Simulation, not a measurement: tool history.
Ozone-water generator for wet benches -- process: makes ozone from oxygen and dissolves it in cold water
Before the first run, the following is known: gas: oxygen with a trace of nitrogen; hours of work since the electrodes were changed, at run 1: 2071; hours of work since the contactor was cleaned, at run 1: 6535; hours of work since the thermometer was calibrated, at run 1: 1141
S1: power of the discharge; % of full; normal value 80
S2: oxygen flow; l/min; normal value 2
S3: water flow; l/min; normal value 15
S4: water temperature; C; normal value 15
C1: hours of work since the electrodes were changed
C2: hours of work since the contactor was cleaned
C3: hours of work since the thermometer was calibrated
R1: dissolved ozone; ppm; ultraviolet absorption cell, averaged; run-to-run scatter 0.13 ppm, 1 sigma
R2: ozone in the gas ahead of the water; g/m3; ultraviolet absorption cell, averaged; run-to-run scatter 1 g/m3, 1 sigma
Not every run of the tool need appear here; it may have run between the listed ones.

run     day  S1    S2  S3  S4    C1    C2    C3    R1     R2
  1       0  80     2  15  15  2071  6535  1141  13.8  173.7
  2   1.921  80     2  15  15  2104  6569  1174  13.7  174.1
  3   3.808  80     2  15  15  2136  6601  1207  14.1  173.8
  4   7.867  80     2  15  15  2206  6671  1277  13.8  174.1
  5  11.696  80     2  15  15  2272  6737  1343  13.9  171.7
  6  14.371  80     2  15  15  2318  6783  1389  13.7  172.9
  7  17.062  80     2  15  15  2365  6830  1435  13.8  173.4
  8  20.142  80     2  15  15  2418  6883  1488  13.9  173.2
  9   22.55  42     2  15  15  2460  6924  1530   8.1  101.1
 10  25.696  42     2  15  15  2514  6979  1584   8.1  100.8
 11  28.788  80     2  15  15  2567  7032  1637  13.9  174.3
 12  32.642  80     2  15  16  2634  7099  1704  13.7  173.8
 13  34.517  80     2  15  16  2666  7131  1736  13.6  174.2
 14  37.783  80     2  15  16  2722  7187  1793  13.3  171.8
 15  40.058  80     2  24  15  2762  7226  1832   8.4  171.4
 16  42.108  80     2  15   8  2797  7262  1867  14.5  172.1
 17  45.962  80     2  11   8  2863  7328  1934  19.5    173
 18  48.958  47     2  14  22  2915  7380  1985   8.8  111.9
 19  51.683  57  3.54  14   9  2962  7427  2032  12.7   96.9
 20  53.817  98  3.51  21  17  2999  7464  2069  12.5  150.5
 21  55.767  98  3.51  21  17  3033  7497  2103  12.3  150.6
 22  58.696  74  3.51  21  23  3083  7548  2153   9.3  119.7
 23  61.979  74  2.13  12  23  3140  7605  2210  14.5  155.4
 24  65.625  80     2  10  15  3203  7667  2273  19.6  173.5
 25  69.421  80     2  10  15  3268  7733  2338  19.5  171.1
 26    72.3  80     2  10  15  3318  7783  2388  19.7  172.5
 27  75.246  84     2  15  17  3369  7833  2439  13.7  177.5
 28  79.162  62     2  13  12  3436  7901  2506  12.9    140
 29  82.262  62     2  13  12  3490  7954  2560    13  138.6
 30  85.812  62     2  13  12  3551  8016  2621  12.9  139.1
 31    87.5  80     2  15  11  3580  8045  2650  14.1  171.6
 32  90.762  80  3.37  15  11  3636  8101  2706    15  128.9

Results for each run, recomputed without the tool's hidden state and with each run's random variation untouched:
Unlogged tool condition in this case: yield of the discharge, % of new electrodes'; contactor's efficiency, % of a clean one's; true water temperature over the reading, C; drift of the gauge itself on ozone_ppm, %; drift of the gauge itself on gas_g_m3, %.
run    R1     R2
  1  14.5  177.1
  2  14.4  177.6
  3  14.8  177.4
  4  14.5  177.9
  5  14.6  175.5
  6  14.4  176.8
  7  14.6  177.4
  8  14.7  177.3
  9   8.5  102.3
 10   8.5  102.1
 11  14.8  178.7
 12  14.5  178.3
 13  14.4  178.8
 14  14.1  176.4
 15     9  176.1
 16  15.4  176.9
 17  20.6    178
 18   9.3  113.8
 19  13.4     99
 20  13.5  155.7
 21  13.3  155.9
 22    10  123.2
 23  15.4  160.1
 24  20.8  179.1
 25  20.7  176.7
 26  20.9  178.3
 27  14.7  183.8
 28  13.7  143.9
 29  13.8  142.6
 30  13.8  143.2
 31  15.1  177.9
 32  16.2  133.7
